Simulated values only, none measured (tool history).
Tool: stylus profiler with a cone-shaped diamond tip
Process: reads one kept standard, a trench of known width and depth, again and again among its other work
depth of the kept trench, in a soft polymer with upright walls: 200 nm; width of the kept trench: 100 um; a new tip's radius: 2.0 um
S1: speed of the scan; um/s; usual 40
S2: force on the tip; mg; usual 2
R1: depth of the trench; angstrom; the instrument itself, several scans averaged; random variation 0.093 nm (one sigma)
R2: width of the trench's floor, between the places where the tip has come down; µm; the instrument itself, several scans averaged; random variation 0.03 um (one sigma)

run 1 hour=0 | S1=40 S2=2 | R1=2029.9 R2=97.69
-- hour=17 height scale calibrated on a step standard
run 2 hour=64 | S1=40 S2=2 | R1=2022.2 R2=97.65
run 3 hour=110.5 | S1=40 S2=2 | R1=2022.7 R2=97.7
run 4 hour=142 | S1=40 S2=2 | R1=2022.1 R2=97.69
run 5 hour=209.7 | S1=40 S2=2 | R1=2020.8 R2=97.66
run 6 hour=284.5 | S1=40 S2=2 | R1=2022.5 R2=97.68
run 7 hour=320 | S1=40 S2=2 | R1=2022.9 R2=97.64
run 8 hour=393.9 | S1=40 S2=2 | R1=2023 R2=97.65
run 9 hour=447.6 | S1=40 S2=2 | R1=2021.8 R2=97.64
run 10 hour=509.3 | S1=40 S2=2 | R1=2024 R2=97.62
run 11 hour=540.8 | S1=40 S2=2 | R1=2023.4 R2=97.55
run 12 hour=607.1 | S1=40 S2=2 | R1=2025.8 R2=97.61
run 13 hour=646 | S1=40 S2=2 | R1=2024.4 R2=97.6
run 14 hour=700.8 | S1=40 S2=2 | R1=2024.5 R2=97.64
run 15 hour=774.7 | S1=39 S2=2 | R1=2025.3 R2=97.61
run 16 hour=852.3 | S1=39 S2=2 | R1=2023.8 R2=97.59
run 17 hour=886.5 | S1=40 S2=2 | R1=2024.7 R2=97.54
run 18 hour=955.4 | S1=40 S2=2 | R1=2025.6 R2=97.61
run 19 hour=1017 | S1=40 S2=2 | R1=2025.1 R2=97.6
run 20 hour=1070.9 | S1=40 S2=2.06 | R1=2025.3 R2=97.58
run 21 hour=1124.8 | S1=40 S2=3 | R1=2031.5 R2=97.62
run 22 hour=1194.8 | S1=40 S2=3 | R1=2033.5 R2=97.65
run 23 hour=1248.5 | S1=48 S2=2 | R1=2025.4 R2=97.5
run 24 hour=1305.2 | S1=48 S2=2 | R1=2025.5 R2=97.56
run 25 hour=1345.6 | S1=48 S2=2 | R1=2025.2 R2=97.47
run 26 hour=1421.5 | S1=95 S2=1.71 | R1=2023.8 R2=97.18
run 27 hour=1479.8 | S1=117 S2=1.01 | R1=2018.7 R2=96.78
run 28 hour=1551.1 | S1=35 S2=1.41 | R1=2021 R2=97.54
run 29 hour=1595.2 | S1=17 S2=2.87 | R1=2034.9 R2=97.65
run 30 hour=1650 | S1=10 S2=1.07 | R1=2018.5 R2=97.69
run 31 hour=1710.1 | S1=12 S2=0.75 | R1=2015.7 R2=97.64
run 32 hour=1749 | S1=135 S2=1.29 | R1=2020.7 R2=96.65
run 33 hour=1786.1 | S1=135 S2=1.29 | R1=2021.9 R2=96.76
run 34 hour=1838.1 | S1=56 S2=4.44 | R1=2043.1 R2=97.47
run 35 hour=1886.3 | S1=40 S2=5.64 | R1=2048.1 R2=97.61
run 36 hour=1936.3 | S1=40 S2=5.64 | R1=2050.4 R2=97.59
run 37 hour=1993.2 | S1=27 S2=0.68 | R1=2015.7 R2=97.41
run 38 hour=2042.6 | S1=44 S2=2.2 | R1=2029.8 R2=97.46
run 39 hour=2103.8 | S1=22 S2=1.07 | R1=2021.1 R2=97.52
run 40 hour=2153.9 | S1=15 S2=2.78 | R1=2033 R2=97.69
run 41 hour=2201.6 | S1=24 S2=3.88 | R1=2041.6 R2=97.55
run 42 hour=2279.6 | S1=20 S2=0.93 | R1=2019.6 R2=97.54
run 43 hour=2318.3 | S1=11 S2=2 | R1=2027.7 R2=97.61
run 44 hour=2395.8 | S1=11 S2=2 | R1=2029.5 R2=97.61
run 45 hour=2430.7 | S1=31 S2=3.76 | R1=2042.1 R2=97.55
run 46 hour=2476.6 | S1=69 S2=1.75 | R1=2027.2 R2=97.19
run 47 hour=2550.1 | S1=95 S2=1.34 | R1=2024.9 R2=97.01

3 ways to go on from here, each from the tool as it stands after run 47. What would each give?
run A hour=2589.1 | S1=34 S2=2.06 | R1=? R2=?
run B hour=2589.1 | S1=51 S2=5.68 | R1=? R2=?
run C hour=2589.1 | S1=119 S2=1.35 | R1=? R2=?

run=A R1=2030.9 R2=97.47
run=B R1=2051.8 R2=97.52
run=C R1=2024.6 R2=96.77
Without the tool's hidden state the same runs would have given:
run=A R1=2023.2 R2=98.05
run=B R1=2044 R2=98.09
run=C R1=2016.9 R2=97.35
